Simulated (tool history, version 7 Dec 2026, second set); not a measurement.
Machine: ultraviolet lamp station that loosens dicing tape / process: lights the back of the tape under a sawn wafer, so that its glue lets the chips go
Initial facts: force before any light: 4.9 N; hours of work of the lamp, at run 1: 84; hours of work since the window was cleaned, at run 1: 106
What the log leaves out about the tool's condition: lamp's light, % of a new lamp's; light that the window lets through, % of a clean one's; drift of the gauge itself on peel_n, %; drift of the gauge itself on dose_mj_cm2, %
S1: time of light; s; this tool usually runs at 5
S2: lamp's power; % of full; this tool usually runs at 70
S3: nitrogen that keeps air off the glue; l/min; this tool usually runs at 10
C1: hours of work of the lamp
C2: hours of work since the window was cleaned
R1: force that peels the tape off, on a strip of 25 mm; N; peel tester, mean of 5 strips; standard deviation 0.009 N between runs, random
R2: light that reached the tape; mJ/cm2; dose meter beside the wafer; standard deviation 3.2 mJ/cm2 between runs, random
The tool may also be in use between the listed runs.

{"run": 1, "day": 0.0, "S1": 5, "S2": 70, "S3": 10, "C1": 84, "C2": 106, "R1": 0.478, "R2": 443}
{"run": 2, "day": 1.242, "S1": 5, "S2": 70, "S3": 10, "C1": 100, "C2": 121, "R1": 0.495, "R2": 438}
{"run": 3, "day": 1.783, "S1": 5, "S2": 70, "S3": 13, "C1": 106, "C2": 128, "R1": 0.419, "R2": 439}
{"run": 4, "day": 2.783, "S1": 5, "S2": 70, "S3": 4, "C1": 119, "C2": 140, "R1": 0.849, "R2": 431}
{"run": 5, "day": 3.575, "S1": 5, "S2": 70, "S3": 10, "C1": 128, "C2": 150, "R1": 0.514, "R2": 421}
{"run": 6, "day": 4.654, "S1": 5, "S2": 70, "S3": 10, "C1": 142, "C2": 163, "R1": 0.521, "R2": 423}
{"run": 7, "day": 5.458, "S1": 5, "S2": 70, "S3": 5, "C1": 152, "C2": 173, "R1": 0.819, "R2": 416}
{"run": 8, "day": 6.233, "S1": 5, "S2": 70, "S3": 5, "C1": 161, "C2": 183, "R1": 0.806, "R2": 416}
{"run": 9, "day": 7.238, "S1": 5, "S2": 70, "S3": 10, "C1": 174, "C2": 195, "R1": 0.577, "R2": 410}
{"run": 10, "day": 8.375, "S1": 5, "S2": 70, "S3": 10, "C1": 188, "C2": 209, "R1": 0.574, "R2": 410}
{"run": 11, "day": 9.004, "S1": 5, "S2": 70, "S3": 3, "C1": 195, "C2": 217, "R1": 1.124, "R2": 404}
{"run": 12, "day": 9.983, "S1": 5, "S2": 70, "S3": 3, "C1": 208, "C2": 229, "R1": 1.113, "R2": 401}
{"run": 13, "day": 10.829, "S1": 5, "S2": 70, "S3": 3, "C1": 218, "C2": 239, "R1": 1.124, "R2": 397}
{"run": 14, "day": 11.942, "S1": 2, "S2": 70, "S3": 10, "C1": 232, "C2": 253, "R1": 2.059, "R2": 157}
{"run": 15, "day": 12.875, "S1": 2, "S2": 70, "S3": 10, "C1": 243, "C2": 265, "R1": 2.039, "R2": 157}
{"run": 16, "day": 13.917, "S1": 3, "S2": 70, "S3": 10, "C1": 256, "C2": 277, "R1": 1.368, "R2": 229}
{"run": 17, "day": 14.829, "S1": 3, "S2": 70, "S3": 10, "C1": 267, "C2": 289, "R1": 1.409, "R2": 228}
{"run": 18, "day": 16.112, "S1": 6, "S2": 70, "S3": 10, "C1": 283, "C2": 305, "R1": 0.467, "R2": 449}
{"run": 19, "day": 16.721, "S1": 6, "S2": 70, "S3": 10, "C1": 291, "C2": 312, "R1": 0.451, "R2": 448}
{"run": 20, "day": 17.808, "S1": 4, "S2": 70, "S3": 10, "C1": 304, "C2": 326, "R1": 1.001, "R2": 295}
{"day": 18.625, "done": "window cleaned of glue's vapour"}
{"run": 21, "day": 19.129, "S1": 5, "S2": 70, "S3": 10, "C1": 320, "C2": 6, "R1": 0.876, "R2": 313}
{"run": 22, "day": 19.892, "S1": 5, "S2": 70, "S3": 10, "C1": 330, "C2": 16, "R1": 0.925, "R2": 310}
{"run": 23, "day": 21.167, "S1": 5, "S2": 81, "S3": 5, "C1": 345, "C2": 31, "R1": 1.041, "R2": 351}
{"run": 24, "day": 21.696, "S1": 3, "S2": 93, "S3": 13, "C1": 352, "C2": 38, "R1": 1.223, "R2": 240}
{"day": 22.621, "done": "window cleaned of glue's vapour, once more"}
{"run": 25, "day": 22.829, "S1": 3, "S2": 93, "S3": 13, "C1": 366, "C2": 3, "R1": 0.639, "R2": 353}
{"run": 26, "day": 23.875, "S1": 3, "S2": 81, "S3": 4, "C1": 378, "C2": 15, "R1": 1.425, "R2": 303}
{"run": 27, "day": 24.912, "S1": 4, "S2": 91, "S3": 4, "C1": 391, "C2": 28, "R1": 0.815, "R2": 447}
{"run": 28, "day": 25.925, "S1": 2, "S2": 70, "S3": 10, "C1": 404, "C2": 41, "R1": 1.992, "R2": 169}
{"run": 29, "day": 26.508, "S1": 2, "S2": 70, "S3": 10, "C1": 411, "C2": 48, "R1": 1.986, "R2": 168}
{"run": 30, "day": 27.188, "S1": 2, "S2": 70, "S3": 10, "C1": 419, "C2": 56, "R1": 1.951, "R2": 171}
{"run": 31, "day": 27.929, "S1": 5, "S2": 70, "S3": 6, "C1": 428, "C2": 66, "R1": 0.715, "R2": 416}
{"run": 32, "day": 28.592, "S1": 5, "S2": 70, "S3": 6, "C1": 437, "C2": 74, "R1": 0.735, "R2": 413}
{"run": 33, "day": 29.221, "S1": 6, "S2": 70, "S3": 10, "C1": 444, "C2": 81, "R1": 0.369, "R2": 489}
{"run": 34, "day": 29.8, "S1": 3, "S2": 90, "S3": 10, "C1": 452, "C2": 89, "R1": 0.91, "R2": 314}
{"run": 35, "day": 30.658, "S1": 3, "S2": 90, "S3": 10, "C1": 462, "C2": 99, "R1": 0.896, "R2": 312}
{"run": 36, "day": 31.758, "S1": 3, "S2": 90, "S3": 10, "C1": 476, "C2": 113, "R1": 0.948, "R2": 310}
{"run": 37, "day": 32.508, "S1": 3, "S2": 78, "S3": 5, "C1": 485, "C2": 122, "R1": 1.533, "R2": 264}
{"run": 38, "day": 33.121, "S1": 3, "S2": 79, "S3": 11, "C1": 493, "C2": 130, "R1": 1.131, "R2": 272}
{"run": 39, "day": 33.838, "S1": 2, "S2": 79, "S3": 15, "C1": 501, "C2": 138, "R1": 1.681, "R2": 176}
{"run": 40, "day": 34.958, "S1": 2, "S2": 70, "S3": 6, "C1": 515, "C2": 152, "R1": 2.386, "R2": 156}
{"run": 41, "day": 35.917, "S1": 4, "S2": 69, "S3": 6, "C1": 527, "C2": 164, "R1": 1.19, "R2": 305}
{"run": 42, "day": 37.125, "S1": 4, "S2": 69, "S3": 6, "C1": 542, "C2": 179, "R1": 1.264, "R2": 292}

3 ways to go on from here, each from the tool as it stands after run 42. What would each give?
{"run": "A", "day": 37.671, "S1": 4, "S2": 69, "S3": 4, "C1": 549, "C2": 186, "R1": "?", "R2": "?"}
{"run": "B", "day": 37.671, "S1": 5, "S2": 70, "S3": 10, "C1": 549, "C2": 186, "R1": "?", "R2": "?"}
{"run": "C", "day": 37.671, "S1": 5, "S2": 62, "S3": 16, "C1": 549, "C2": 186, "R1": "?", "R2": "?"}

run=A R1=1.432 R2=299
run=B R1=0.659 R2=374
run=C R1=0.687 R2=335
The same runs, with their run-to-run variation unchanged, on a tool lacking any hidden condition would have given:
run=A R1=0.995 R2=391
run=B R1=0.372 R2=490
run=C R1=0.392 R2=439
